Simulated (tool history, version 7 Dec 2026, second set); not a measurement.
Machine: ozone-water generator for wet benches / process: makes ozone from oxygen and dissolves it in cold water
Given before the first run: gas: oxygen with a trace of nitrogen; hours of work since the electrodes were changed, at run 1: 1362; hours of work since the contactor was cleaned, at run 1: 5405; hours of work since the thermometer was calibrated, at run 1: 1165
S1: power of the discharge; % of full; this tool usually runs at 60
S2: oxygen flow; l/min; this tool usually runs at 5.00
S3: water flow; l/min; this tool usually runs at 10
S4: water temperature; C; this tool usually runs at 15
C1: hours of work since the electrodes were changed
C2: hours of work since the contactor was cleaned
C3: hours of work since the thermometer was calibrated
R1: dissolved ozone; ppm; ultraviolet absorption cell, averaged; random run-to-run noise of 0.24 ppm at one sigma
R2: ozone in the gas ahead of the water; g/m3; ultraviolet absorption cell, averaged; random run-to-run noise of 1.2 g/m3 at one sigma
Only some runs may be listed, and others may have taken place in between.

run     day  S1    S2  S3  S4    C1    C2    C3    R1     R2
  1   0.000  60  5.00  10  15  1362  5405  1165  35.3  209.8
  2   2.267  60  5.00  10  13  1396  5439  1199  36.5  206.8
  3   4.546  60  5.00  10  13  1430  5473  1233  36.4  209.0
  4   5.833  60  8.54  10  15  1450  5493  1253  28.9  143.6
  5   8.083  60  8.54  10  15  1483  5527  1287  29.0  141.6
  6  10.604  60  8.54   7  15  1521  5565  1325  34.1  143.8
  7  11.917  44  5.00  10  15  1541  5584  1344  28.4  166.0
  8  13.625  44  5.00  10  15  1567  5610  1370  28.2  168.1
  9  15.617  91  5.00  10  15  1597  5640  1400  46.3  275.3
 10  17.504  91  5.00  10  15  1625  5669  1429  46.6  278.9
 11  20.429  60  5.00  10  15  1669  5713  1473  35.0  206.0
 12  23.371  60  5.00  10  15  1714  5757  1517  34.9  205.2
 13  24.767  60  5.00  10  15  1735  5778  1538  34.7  206.0
 14  27.375  60  5.00  10  15  1774  5817  1577  34.7  205.5
 15  28.825  60  5.00  10  15  1796  5839  1599  34.8  205.3
 16  30.375  53  5.00  10   8  1819  5862  1622  36.2  188.6
 17  32.171  60  5.00  10  20  1846  5889  1649  31.6  204.7
 18  33.962  60  5.00  10  20  1873  5916  1676  31.4  207.0
 19  36.162  60  6.14  10  15  1906  5949  1709  32.6  179.7
 20  38.929  53  7.48   9  15  1948  5991  1751  29.6  143.6
 21  40.262  53  7.48   9  15  1968  6011  1771  29.1  142.1
 22  41.971  54  7.48   9  15  1994  6037  1797  29.9  145.4
 23  44.917  60  5.00  10  13  2038  6081  1841  36.1  204.5
 24  46.312  77  5.00  10  13  2059  6102  1862  42.3  245.5
 25  48.146  76  5.44   6  13  2087  6130  1890  54.2  227.3
 26  50.025  68  5.00  12  11  2115  6158  1918  35.5  222.6
 27  52.204  82  3.63   6  11  2148  6191  1951  67.6  313.2
 28  54.888  82  2.83   6  11  2188  6231  1991  72.5  377.4
 29  57.792  82  2.83   6  11  2232  6275  2035  72.2  373.7

5 ways to go on from here, each from the tool as it stands after run 29. What would each give?
  A  60.392  82  5.55   6  11  2271  6314  2074   ?   ?
  B  60.392  60  5.00  10  19  2271  6314  2074   ?   ?
  C  60.392  82  5.92   6  11  2271  6314  2074   ?   ?
  D  60.392  60  3.69  11  15  2271  6314  2074   ?   ?
  E  60.392  67  2.83   7  18  2271  6314  2074   ?   ?

run    R1     R2
  A  59.1  233.9
  B  31.7  202.1
  C  56.9  226.0
  D  34.5  251.9
  E  51.3  329.2
Without the tool's hidden state the same runs would have given:
run    R1     R2
  A  63.5  246.5
  B  34.0  210.9
  C  61.2  238.1
  D  37.0  262.8
  E  54.9  344.7
